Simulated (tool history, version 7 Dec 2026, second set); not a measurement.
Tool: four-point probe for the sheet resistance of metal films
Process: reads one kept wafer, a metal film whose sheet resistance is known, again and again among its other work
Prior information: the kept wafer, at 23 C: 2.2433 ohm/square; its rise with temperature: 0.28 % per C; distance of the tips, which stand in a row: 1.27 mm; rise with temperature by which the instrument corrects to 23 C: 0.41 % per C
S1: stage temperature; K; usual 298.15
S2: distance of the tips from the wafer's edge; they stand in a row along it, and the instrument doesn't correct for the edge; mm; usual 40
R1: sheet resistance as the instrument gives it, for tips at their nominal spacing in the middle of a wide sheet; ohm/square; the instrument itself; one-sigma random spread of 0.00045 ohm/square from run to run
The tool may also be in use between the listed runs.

Run 1, hour 0: usual settings. Result: R1 2.239186 ohm/square.
Run 2, hour 104.6: usual settings but S2 6 mm. Result: R1 2.28975 ohm/square.
Run 3, hour 190.5: usual settings but S2 6 mm. Result: R1 2.290618 ohm/square.
Run 4, hour 321.4: usual settings but S2 6 mm. Result: R1 2.290132 ohm/square.
Run 5, hour 394.4: usual settings. Result: R1 2.238463 ohm/square.
Run 6, hour 489.8: usual settings. Result: R1 2.238716 ohm/square.
Run 7, hour 588.9: usual settings. Result: R1 2.23859 ohm/square.
Run 8, hour 695.6: usual settings. Result: R1 2.238603 ohm/square.
Run 9, hour 823.6: usual settings but S1 297.15 K. Result: R1 2.24134 ohm/square.
Run 10, hour 959.1: usual settings but S1 297.15 K. Result: R1 2.24143 ohm/square.
Run 11, hour 1058.5: usual settings but S2 9 mm. Result: R1 2.261406 ohm/square.
Run 12, hour 1163.2: usual settings but S2 9 mm. Result: R1 2.261409 ohm/square.
Run 13, hour 1259.9: usual settings but S2 9 mm. Result: R1 2.261513 ohm/square.
Run 14, hour 1342.8: usual settings but S2 9 mm. Result: R1 2.261356 ohm/square.
Run 15, hour 1455: usual settings but S2 9 mm. Result: R1 2.261247 ohm/square.
Run 16, hour 1575.9: usual settings but S2 9 mm. Result: R1 2.261416 ohm/square.
At hour 1630.2: new probe head fitted.
Run 17, hour 1655.6: usual settings but S2 9 mm. Result: R1 2.261722 ohm/square.
Run 18, hour 1794: usual settings but S2 9 mm. Result: R1 2.261451 ohm/square.
Run 19, hour 1859.7: usual settings but S2 9 mm. Result: R1 2.262106 ohm/square.
At hour 1917.9: stage's thermometer calibrated.
Run 20, hour 1929.5: usual settings but S2 9 mm. Result: R1 2.261994 ohm/square.
Run 21, hour 1994.1: usual settings but S2 4 mm. Result: R1 2.352241 ohm/square.
Run 22, hour 2097.5: usual settings but S2 4 mm. Result: R1 2.351361 ohm/square.
Run 23, hour 2226.5: usual settings but S2 4 mm. Result: R1 2.352746 ohm/square.
Run 24, hour 2318.3: usual settings but S1 296.15 K, S2 39 mm. Result: R1 2.245494 ohm/square.
Run 25, hour 2441: usual settings but S1 294.15 K, S2 11 mm. Result: R1 2.265228 ohm/square.
Run 26, hour 2507.5: usual settings but S1 303.15 K, S2 3 mm. Result: R1 2.418938 ohm/square.
Run 27, hour 2616.6: usual settings but S1 305.15 K, S2 14 mm. Result: R1 2.228756 ohm/square.
Run 28, hour 2675.3: usual settings but S1 296.15 K, S2 14 mm. Result: R1 2.253354 ohm/square.
Run 29, hour 2797.4: usual settings but S1 300.15 K, S2 3 mm. Result: R1 2.427511 ohm/square.
Run 30, hour 2902.9: usual settings but S1 303.15 K, S2 5 mm. Result: R1 2.298438 ohm/square.
Run 31, hour 2984.6: usual settings but S1 292.15 K, S2 3 mm. Result: R1 2.450174 ohm/square.
Run 32, hour 3069.6: usual settings but S1 307.15 K, S2 6 mm. Result: R1 2.265996 ohm/square.
Run 33, hour 3179.4: usual settings but S1 307.15 K, S2 6 mm. Result: R1 2.266281 ohm/square.
Run 34, hour 3289.5: usual settings but S1 305.15 K, S2 4 mm. Result: R1 2.333095 ohm/square.
Run 35, hour 3413.3: usual settings but S1 305.15 K, S2 4 mm. Result: R1 2.333179 ohm/square.
Run 36, hour 3537.7: usual settings but S1 299.15 K, S2 5 mm. Result: R1 2.31003 ohm/square.
Run 37, hour 3611.4: usual settings but S1 306.15 K, S2 43 mm. Result: R1 2.217028 ohm/square.
Run 38, hour 3735.5: usual settings but S1 292.15 K, S2 6 mm. Result: R1 2.307255 ohm/square.
Run 39, hour 3828.8: usual settings but S1 299.15 K, S2 31 mm. Result: R1 2.23671 ohm/square.
Run 40, hour 3941.1: usual settings but S1 299.15 K, S2 31 mm. Result: R1 2.235815 ohm/square.
Run 41, hour 4077.7: usual settings but S1 292.15 K, S2 50 mm. Result: R1 2.254739 ohm/square.
Run 42, hour 4156.5: usual settings but S1 307.15 K, S2 35 mm. Result: R1 2.215932 ohm/square.
Run 43, hour 4249: usual settings but S1 292.15 K, S2 35 mm. Result: R1 2.256031 ohm/square.
Run 44, hour 4311.1: usual settings but S1 292.15 K, S2 35 mm. Result: R1 2.256009 ohm/square.
Run 45, hour 4367.6: usual settings but S1 292.15 K, S2 35 mm. Result: R1 2.256302 ohm/square.

Some steps in R1 between neighbouring runs. How much of each would the tool show without its hidden state too (settings, what came in, random variation), and how much is left for the hidden state, with any gauge scatter that isn't in both results?
Unlogged tool condition in this case: inner tips' distance over the nominal, %; tips' flats over new ones', %; wafer's true temperature over the reading, C; drift of the gauge itself on sheet_ohm, %.
Run 16 -> 17: new probe head fitted. R1 +0.000306 ohm/square: hidden state +0.000419, all else -0.000113.
Run 19 -> 20: stage's thermometer calibrated. R1 -0.000112 ohm/square: hidden state +0.000051, all else -0.000163.
Run 26 -> 27: S1 303.15 -> 305.15, S2 3 -> 14. R1 -0.190182 ohm/square: hidden state -0.000005, all else -0.190177.
Run 28 -> 29: S1 296.15 -> 300.15, S2 14 -> 3. R1 +0.174157 ohm/square: hidden state -0.000019, all else +0.174176.
Run 31 -> 32: S1 292.15 -> 307.15, S2 3 -> 6. R1 -0.184178 ohm/square: hidden state +0.000001, all else -0.184179.
Run 37 -> 38: S1 306.15 -> 292.15, S2 43 -> 6. R1 +0.090227 ohm/square: hidden state -0.00002, all else +0.090247.

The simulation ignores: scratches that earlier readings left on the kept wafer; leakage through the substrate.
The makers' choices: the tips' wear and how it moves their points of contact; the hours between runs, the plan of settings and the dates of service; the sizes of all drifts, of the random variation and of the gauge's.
